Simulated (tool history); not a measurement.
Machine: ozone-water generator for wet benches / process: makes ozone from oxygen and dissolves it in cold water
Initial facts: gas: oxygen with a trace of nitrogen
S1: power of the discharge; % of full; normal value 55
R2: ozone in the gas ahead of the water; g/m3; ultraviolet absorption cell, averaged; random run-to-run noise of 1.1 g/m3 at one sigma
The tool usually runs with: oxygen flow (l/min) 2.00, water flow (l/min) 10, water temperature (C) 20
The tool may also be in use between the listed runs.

run 1 day=0.000 | S1=55 oxygen_flow_(l/min)=2.00 water_flow_(l/min)=10 water_temperature_(C)=20 | dissolved_ozone_(ppm)=13.0 R2=187.1
run 2 day=2.188 | S1=55 oxygen_flow_(l/min)=2.00 water_flow_(l/min)=10 water_temperature_(C)=20 | dissolved_ozone_(ppm)=12.9 R2=189.0
run 3 day=4.067 | S1=55 oxygen_flow_(l/min)=2.00 water_flow_(l/min)=10 water_temperature_(C)=20 | dissolved_ozone_(ppm)=12.8 R2=190.6
run 4 day=5.404 | S1=82 oxygen_flow_(l/min)=2.00 water_flow_(l/min)=10 water_temperature_(C)=20 | dissolved_ozone_(ppm)=17.1 R2=258.3
run 5 day=7.938 | S1=82 oxygen_flow_(l/min)=2.00 water_flow_(l/min)=10 water_temperature_(C)=20 | dissolved_ozone_(ppm)=17.4 R2=254.8
run 6 day=10.342 | S1=82 oxygen_flow_(l/min)=2.00 water_flow_(l/min)=10 water_temperature_(C)=20 | dissolved_ozone_(ppm)=17.4 R2=252.9
run 7 day=13.133 | S1=55 oxygen_flow_(l/min)=2.00 water_flow_(l/min)=10 water_temperature_(C)=20 | dissolved_ozone_(ppm)=12.7 R2=187.0
run 8 day=15.942 | S1=55 oxygen_flow_(l/min)=2.00 water_flow_(l/min)=10 water_temperature_(C)=20 | dissolved_ozone_(ppm)=12.9 R2=189.3
run 9 day=17.229 | S1=55 oxygen_flow_(l/min)=2.00 water_flow_(l/min)=10 water_temperature_(C)=20 | dissolved_ozone_(ppm)=12.8 R2=187.6
run 10 day=18.500 | S1=55 oxygen_flow_(l/min)=1.61 water_flow_(l/min)=10 water_temperature_(C)=20 | dissolved_ozone_(ppm)=11.9 R2=202.0
run 11 day=19.946 | S1=42 oxygen_flow_(l/min)=2.00 water_flow_(l/min)=10 water_temperature_(C)=20 | dissolved_ozone_(ppm)=10.5 R2=152.7
run 12 day=22.512 | S1=42 oxygen_flow_(l/min)=2.00 water_flow_(l/min)=10 water_temperature_(C)=20 | dissolved_ozone_(ppm)=10.5 R2=154.3
run 13 day=24.662 | S1=42 oxygen_flow_(l/min)=2.00 water_flow_(l/min)=10 water_temperature_(C)=20 | dissolved_ozone_(ppm)=10.1 R2=151.7
run 14 day=26.304 | S1=55 oxygen_flow_(l/min)=2.00 water_flow_(l/min)=11 water_temperature_(C)=20 | dissolved_ozone_(ppm)=11.9 R2=188.1
run 15 day=29.208 | S1=55 oxygen_flow_(l/min)=2.00 water_flow_(l/min)=11 water_temperature_(C)=20 | dissolved_ozone_(ppm)=11.6 R2=185.3
run 16 day=30.579 | S1=55 oxygen_flow_(l/min)=2.00 water_flow_(l/min)=11 water_temperature_(C)=20 | dissolved_ozone_(ppm)=11.6 R2=186.3
run 17 day=33.321 | S1=55 oxygen_flow_(l/min)=2.00 water_flow_(l/min)=11 water_temperature_(C)=20 | dissolved_ozone_(ppm)=11.5 R2=188.8
run 18 day=35.529 | S1=55 oxygen_flow_(l/min)=2.00 water_flow_(l/min)=11 water_temperature_(C)=20 | dissolved_ozone_(ppm)=11.6 R2=188.1
run 19 day=37.229 | S1=55 oxygen_flow_(l/min)=2.00 water_flow_(l/min)=6 water_temperature_(C)=22 | dissolved_ozone_(ppm)=18.4 R2=187.9
run 20 day=40.079 | S1=55 oxygen_flow_(l/min)=1.20 water_flow_(l/min)=8 water_temperature_(C)=24 | dissolved_ozone_(ppm)=12.9 R2=218.2
run 21 day=42.092 | S1=55 oxygen_flow_(l/min)=2.00 water_flow_(l/min)=13 water_temperature_(C)=19 | dissolved_ozone_(ppm)=10.0 R2=186.2
run 22 day=43.871 | S1=55 oxygen_flow_(l/min)=2.00 water_flow_(l/min)=7 water_temperature_(C)=20 | dissolved_ozone_(ppm)=17.0 R2=185.5
run 23 day=46.800 | S1=55 oxygen_flow_(l/min)=3.24 water_flow_(l/min)=10 water_temperature_(C)=20 | dissolved_ozone_(ppm)=13.7 R2=159.8
run 24 day=48.233 | S1=41 oxygen_flow_(l/min)=1.08 water_flow_(l/min)=9 water_temperature_(C)=26 | dissolved_ozone_(ppm)=8.4 R2=181.3
run 25 day=50.442 | S1=41 oxygen_flow_(l/min)=1.08 water_flow_(l/min)=9 water_temperature_(C)=26 | dissolved_ozone_(ppm)=8.7 R2=182.0
run 26 day=52.042 | S1=64 oxygen_flow_(l/min)=2.00 water_flow_(l/min)=7 water_temperature_(C)=14 | dissolved_ozone_(ppm)=21.1 R2=207.9
run 27 day=54.075 | S1=80 oxygen_flow_(l/min)=2.00 water_flow_(l/min)=8 water_temperature_(C)=18 | dissolved_ozone_(ppm)=20.8 R2=248.0
run 28 day=56.171 | S1=80 oxygen_flow_(l/min)=2.00 water_flow_(l/min)=8 water_temperature_(C)=18 | dissolved_ozone_(ppm)=21.0 R2=243.8
run 29 day=58.508 | S1=80 oxygen_flow_(l/min)=2.00 water_flow_(l/min)=8 water_temperature_(C)=18 | dissolved_ozone_(ppm)=20.9 R2=242.8
run 30 day=61.108 | S1=55 oxygen_flow_(l/min)=2.00 water_flow_(l/min)=10 water_temperature_(C)=23 | dissolved_ozone_(ppm)=12.1 R2=185.9
run 31 day=63.308 | S1=55 oxygen_flow_(l/min)=1.75 water_flow_(l/min)=15 water_temperature_(C)=13 | dissolved_ozone_(ppm)=8.5 R2=193.1
run 32 day=64.638 | S1=50 oxygen_flow_(l/min)=1.75 water_flow_(l/min)=8 water_temperature_(C)=23 | dissolved_ozone_(ppm)=13.1 R2=180.5
run 33 day=66.250 | S1=50 oxygen_flow_(l/min)=1.75 water_flow_(l/min)=8 water_temperature_(C)=23 | dissolved_ozone_(ppm)=13.2 R2=180.2

Withheld: 2 entries from between the runs. Position of each, and hidden state at the listed run before versus the listed run after:
After run 19, before run 20: water thermometer calibrated (day 37.392)
  yield of the discharge, % of new electrodes': 97.1 -> 97; contactor's efficiency, % of a clean one's: 95.6 -> 95.5; true water temperature over the reading, C: 0.19 -> 0.25
  measured result minus the result with no hidden state, dissolved ozone (ppm): -1.0 -> -0.7; R2: -4.6 -> -5.6 g/m3
After run 23, before run 24: water thermometer calibrated, once more (day 47.300)
  true water temperature over the reading, C: 0.26 -> -0.06
  measured result minus the result with no hidden state, dissolved ozone (ppm): -0.8 -> -0.4; R2: -4.5 -> -3.7 g/m3

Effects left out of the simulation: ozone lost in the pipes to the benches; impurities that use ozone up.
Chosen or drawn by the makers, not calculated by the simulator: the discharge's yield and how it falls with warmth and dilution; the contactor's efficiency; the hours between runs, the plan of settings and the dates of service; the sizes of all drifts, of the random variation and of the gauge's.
